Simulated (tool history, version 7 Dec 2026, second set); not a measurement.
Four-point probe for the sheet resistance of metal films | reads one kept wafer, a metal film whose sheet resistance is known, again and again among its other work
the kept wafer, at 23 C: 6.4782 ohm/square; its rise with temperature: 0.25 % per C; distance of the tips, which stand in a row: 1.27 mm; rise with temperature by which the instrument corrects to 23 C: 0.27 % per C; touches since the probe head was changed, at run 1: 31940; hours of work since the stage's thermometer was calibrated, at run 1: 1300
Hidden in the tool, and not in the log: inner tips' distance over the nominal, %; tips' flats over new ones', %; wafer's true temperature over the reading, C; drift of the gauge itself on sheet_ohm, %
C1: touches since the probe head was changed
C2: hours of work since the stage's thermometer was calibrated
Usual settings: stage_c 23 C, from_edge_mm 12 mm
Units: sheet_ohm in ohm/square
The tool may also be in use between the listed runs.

{"run": 1, "hour": 0.0, "stage_c": 23, "from_edge_mm": 12, "C1": 31940, "C2": 1300, "sheet_ohm": 6.573695}
{"run": 2, "hour": 143.1, "stage_c": 23, "from_edge_mm": 12, "C1": 35168, "C2": 1406, "sheet_ohm": 6.57364}
{"run": 3, "hour": 239.4, "stage_c": 18, "from_edge_mm": 12, "C1": 37338, "C2": 1477, "sheet_ohm": 6.580649}
{"run": 4, "hour": 319.6, "stage_c": 18, "from_edge_mm": 12, "C1": 39148, "C2": 1536, "sheet_ohm": 6.583616}
{"run": 5, "hour": 438.6, "stage_c": 26, "from_edge_mm": 12, "C1": 41831, "C2": 1624, "sheet_ohm": 6.576375}
{"run": 6, "hour": 520.8, "stage_c": 26, "from_edge_mm": 12, "C1": 43684, "C2": 1685, "sheet_ohm": 6.577299}
{"run": 7, "hour": 626.4, "stage_c": 26, "from_edge_mm": 12, "C1": 46067, "C2": 1763, "sheet_ohm": 6.577926}
{"run": 8, "hour": 722.8, "stage_c": 23, "from_edge_mm": 12, "C1": 48240, "C2": 1834, "sheet_ohm": 6.583496}
{"run": 9, "hour": 784.9, "stage_c": 23, "from_edge_mm": 12, "C1": 49641, "C2": 1880, "sheet_ohm": 6.585034}
{"run": 10, "hour": 896.8, "stage_c": 23, "from_edge_mm": 12, "C1": 52165, "C2": 1963, "sheet_ohm": 6.587081}
{"run": 11, "hour": 989.4, "stage_c": 23, "from_edge_mm": 12, "C1": 54252, "C2": 2031, "sheet_ohm": 6.585559}
{"hour": 1017.7, "done": "stage's thermometer calibrated"}
{"run": 12, "hour": 1100.6, "stage_c": 23, "from_edge_mm": 18, "C1": 56748, "C2": 61, "sheet_ohm": 6.576438}
{"run": 13, "hour": 1176.9, "stage_c": 23, "from_edge_mm": 12, "C1": 58469, "C2": 118, "sheet_ohm": 6.597322}
{"run": 14, "hour": 1262.6, "stage_c": 31, "from_edge_mm": 12, "C1": 60401, "C2": 181, "sheet_ohm": 6.590607}
{"run": 15, "hour": 1366.5, "stage_c": 25, "from_edge_mm": 12, "C1": 62744, "C2": 258, "sheet_ohm": 6.593741}
{"hour": 1485.3, "done": "new probe head fitted"}
{"run": 16, "hour": 1509.0, "stage_c": 25, "from_edge_mm": 12, "C1": 535, "C2": 362, "sheet_ohm": 6.539505}
{"run": 17, "hour": 1569.1, "stage_c": 25, "from_edge_mm": 12, "C1": 1891, "C2": 407, "sheet_ohm": 6.54053}
{"run": 18, "hour": 1627.8, "stage_c": 18, "from_edge_mm": 12, "C1": 3213, "C2": 450, "sheet_ohm": 6.552619}
{"run": 19, "hour": 1761.0, "stage_c": 18, "from_edge_mm": 12, "C1": 6218, "C2": 548, "sheet_ohm": 6.553937}
{"run": 20, "hour": 1901.5, "stage_c": 18, "from_edge_mm": 12, "C1": 9388, "C2": 652, "sheet_ohm": 6.552654}
{"run": 21, "hour": 2034.0, "stage_c": 23, "from_edge_mm": 15, "C1": 12374, "C2": 750, "sheet_ohm": 6.537406}
{"run": 22, "hour": 2110.4, "stage_c": 29, "from_edge_mm": 12, "C1": 14097, "C2": 807, "sheet_ohm": 6.542569}
{"run": 23, "hour": 2230.2, "stage_c": 29, "from_edge_mm": 12, "C1": 16799, "C2": 895, "sheet_ohm": 6.542832}
{"run": 24, "hour": 2294.7, "stage_c": 24, "from_edge_mm": 65, "C1": 18253, "C2": 943, "sheet_ohm": 6.515592}
{"run": 25, "hour": 2434.3, "stage_c": 19, "from_edge_mm": 7, "C1": 21401, "C2": 1046, "sheet_ohm": 6.633578}
{"run": 26, "hour": 2539.1, "stage_c": 19, "from_edge_mm": 5, "C1": 23766, "C2": 1123, "sheet_ohm": 6.73999}
{"run": 27, "hour": 2653.2, "stage_c": 28, "from_edge_mm": 3, "C1": 26337, "C2": 1208, "sheet_ohm": 7.081077}
{"run": 28, "hour": 2782.6, "stage_c": 24, "from_edge_mm": 13, "C1": 29256, "C2": 1303, "sheet_ohm": 6.554823}
{"run": 29, "hour": 2861.1, "stage_c": 24, "from_edge_mm": 13, "C1": 31027, "C2": 1361, "sheet_ohm": 6.55365}
{"run": 30, "hour": 2943.8, "stage_c": 22, "from_edge_mm": 3, "C1": 32893, "C2": 1423, "sheet_ohm": 7.091398}
{"run": 31, "hour": 3037.2, "stage_c": 31, "from_edge_mm": 35, "C1": 34999, "C2": 1491, "sheet_ohm": 6.520397}
{"run": 32, "hour": 3100.1, "stage_c": 30, "from_edge_mm": 7, "C1": 36417, "C2": 1538, "sheet_ohm": 6.629166}
{"run": 33, "hour": 3199.7, "stage_c": 20, "from_edge_mm": 26, "C1": 38664, "C2": 1612, "sheet_ohm": 6.53565}
{"run": 34, "hour": 3268.9, "stage_c": 27, "from_edge_mm": 7, "C1": 40223, "C2": 1663, "sheet_ohm": 6.636072}
{"run": 35, "hour": 3374.2, "stage_c": 19, "from_edge_mm": 4, "C1": 42597, "C2": 1740, "sheet_ohm": 6.86832}
{"run": 36, "hour": 3461.4, "stage_c": 19, "from_edge_mm": 12, "C1": 44565, "C2": 1805, "sheet_ohm": 6.573325}
{"run": 37, "hour": 3548.9, "stage_c": 30, "from_edge_mm": 54, "C1": 46538, "C2": 1870, "sheet_ohm": 6.523967}
{"run": 38, "hour": 3615.0, "stage_c": 35, "from_edge_mm": 4, "C1": 48029, "C2": 1918, "sheet_ohm": 6.853464}

Measured less the same run without the tool's hidden state. The same run-to-run variation is in both; the gauge's scatter may not be:
run=1 sheet_ohm=+0.056073
run=2 sheet_ohm=+0.057941
run=3 sheet_ohm=+0.059243
run=4 sheet_ohm=+0.060329
run=5 sheet_ohm=+0.062129
run=6 sheet_ohm=+0.063129
run=7 sheet_ohm=+0.064424
run=8 sheet_ohm=+0.065788
run=9 sheet_ohm=+0.066687
run=10 sheet_ohm=+0.068081
run=11 sheet_ohm=+0.069312
run=12 sheet_ohm=+0.079421
run=13 sheet_ohm=+0.080609
run=14 sheet_ohm=+0.081711
run=15 sheet_ohm=+0.082989
run=16 sheet_ohm=+0.025275
run=17 sheet_ohm=+0.025978
run=18 sheet_ohm=+0.026682
run=19 sheet_ohm=+0.028300
run=20 sheet_ohm=+0.030182
run=21 sheet_ohm=+0.031925
run=22 sheet_ohm=+0.033153
run=23 sheet_ohm=+0.034781
run=24 sheet_ohm=+0.035444
run=25 sheet_ohm=+0.037856
run=26 sheet_ohm=+0.039903
run=27 sheet_ohm=+0.043462
run=28 sheet_ohm=+0.042302
run=29 sheet_ohm=+0.043428
run=30 sheet_ohm=+0.047669
run=31 sheet_ohm=+0.045431
run=32 sheet_ohm=+0.047053
run=33 sheet_ohm=+0.047592
run=34 sheet_ohm=+0.049331
run=35 sheet_ohm=+0.052043
run=36 sheet_ohm=+0.051145
run=37 sheet_ohm=+0.052156
run=38 sheet_ohm=+0.055607

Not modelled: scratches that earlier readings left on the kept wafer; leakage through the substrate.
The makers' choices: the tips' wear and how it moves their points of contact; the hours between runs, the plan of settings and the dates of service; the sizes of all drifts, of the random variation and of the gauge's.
